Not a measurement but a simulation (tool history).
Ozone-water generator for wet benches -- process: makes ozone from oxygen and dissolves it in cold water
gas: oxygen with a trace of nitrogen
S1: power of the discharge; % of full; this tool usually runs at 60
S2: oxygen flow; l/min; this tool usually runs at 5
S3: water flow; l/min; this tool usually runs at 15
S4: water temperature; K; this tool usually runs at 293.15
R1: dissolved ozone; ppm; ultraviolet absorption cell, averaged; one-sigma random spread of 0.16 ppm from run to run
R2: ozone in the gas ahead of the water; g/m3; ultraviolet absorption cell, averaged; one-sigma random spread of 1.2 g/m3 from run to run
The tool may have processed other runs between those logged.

run	hour	S1	S2	S3	S4	R1	R2
1	0	60	5	15	293.15	16.6	173.8
2	156.8	60	5	15	293.15	16.3	174.1
3	322.1	60	5	15	293.15	16	171.8
4	411.1	60	5	15	293.15	15.7	169.5
5	599.1	60	5	15	293.15	15.5	169.3
6	797.9	60	2.88	15	293.15	14.8	221.5
7	992.4	58	5	15	293.15	14.9	162.1
# hour 1035.4: contactor cleaned
8	1134.8	58	5	15	293.15	16.4	162.5
# hour 1199.3: electrodes of the discharge changed
9	1247.8	58	5	15	293.15	20.9	205.8
10	1338.7	60	5	12	293.15	25.4	208.7
11	1502.3	60	5	12	293.15	25.1	209.2
12	1661.4	60	5	9	293.15	30.8	209
13	1807.3	60	5	9	293.15	30.5	205.9
14	1976.8	60	5	9	293.15	30.4	203.9
15	2144.3	60	3.29	9	293.15	31.3	254.3
16	2298.6	96	2.7	9	289.15	42.8	352.7
17	2405.8	96	4.27	18	289.15	21.9	273
# hour 2416.5: water thermometer calibrated
18	2601.5	98	2.61	18	289.15	20.7	358.7
19	2693.2	98	2.61	18	289.15	20.7	352.2
# hour 2726.4: water thermometer calibrated, once more
20	2876.6	66	3.58	10	294.15	28.4	246.5
21	2990.9	67	6.12	11	299.15	22.1	187.2
22	3172.5	67	6.12	11	299.15	21.8	182.5
23	3323.2	47	8.23	17	290.15	15	130.7
24	3525.5	60	5	20	293.15	13.6	193.1
25	3636.6	94	5.56	15	293.15	21.8	220.9
26	3807.1	87	4.45	15	300.15	18.7	238.5
27	3940.4	87	4.45	18	300.15	15.4	236.3
28	4111.6	60	5	18	293.15	14.5	186

Alternative continuations, all from the tool just after run 28; predict every row:
A	4300	60	5	10	293.15	?	?
B	4300	60	5	15	293.15	?	?
C	4300	78	5	12	293.15	?	?
D	4300	60	8.55	18	293.15	?	?
E	4300	66	5	21	293.15	?	?

run	R1	R2
A	23.7	183.5
B	17.2	187.1
C	23.1	209.7
D	13.9	139.1
E	12.7	193.4
Take away the tool's hidden state, keep each run's random variation, and the runs would have read:
run	R1	R2
A	29.7	210.6
B	21.9	214.5
C	29.7	245
D	17.7	159.6
E	16.5	223.4

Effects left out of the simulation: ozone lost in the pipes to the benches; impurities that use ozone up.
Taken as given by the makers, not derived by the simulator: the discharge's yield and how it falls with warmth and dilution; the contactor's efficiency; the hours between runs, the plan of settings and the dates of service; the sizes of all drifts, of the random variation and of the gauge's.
